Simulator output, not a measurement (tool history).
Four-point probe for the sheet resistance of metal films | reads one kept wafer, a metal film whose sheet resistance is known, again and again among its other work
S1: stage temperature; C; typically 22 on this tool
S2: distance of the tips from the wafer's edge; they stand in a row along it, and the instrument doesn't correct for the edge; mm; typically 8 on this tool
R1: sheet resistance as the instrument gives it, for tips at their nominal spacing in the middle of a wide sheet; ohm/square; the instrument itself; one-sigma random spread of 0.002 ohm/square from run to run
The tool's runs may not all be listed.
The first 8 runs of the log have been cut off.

{"run": 9, "hour": 402.5, "S1": 27, "S2": 8, "R1": 10.096646}
{"run": 10, "hour": 466.5, "S1": 18, "S2": 8, "R1": 10.192634}
{"run": 11, "hour": 521.1, "S1": 18, "S2": 8, "R1": 10.193494}
{"hour": 525.8, "done": "stage's thermometer calibrated"}
{"run": 12, "hour": 564.7, "S1": 18, "S2": 8, "R1": 10.198491}
{"run": 13, "hour": 607.2, "S1": 18, "S2": 8, "R1": 10.197225}
{"run": 14, "hour": 651.5, "S1": 18, "S2": 8, "R1": 10.20065}
{"run": 15, "hour": 711.5, "S1": 22, "S2": 61, "R1": 10.120286}
{"hour": 767.1, "done": "stage's thermometer calibrated, once more"}
{"run": 16, "hour": 779.9, "S1": 22, "S2": 8, "R1": 10.129364}
{"run": 17, "hour": 829.9, "S1": 22, "S2": 8, "R1": 10.132789}
{"run": 18, "hour": 874.4, "S1": 26, "S2": 26, "R1": 10.052442}
{"run": 19, "hour": 919.6, "S1": 23, "S2": 3, "R1": 10.322583}
{"run": 20, "hour": 983.8, "S1": 25, "S2": 8, "R1": 10.09294}
{"run": 21, "hour": 1051.9, "S1": 29, "S2": 62, "R1": 10.017254}
{"run": 22, "hour": 1102.5, "S1": 34, "S2": 10, "R1": 9.985978}
{"run": 23, "hour": 1141.3, "S1": 24, "S2": 6, "R1": 10.131257}

What will run 24 give?
{"run": 24, "hour": 1187.6, "S1": 25, "S2": 6, "R1": "?"}

R1: 10.119914 ohm/square
Without the tool's hidden state the same run would have given R1 10.207718 ohm/square.
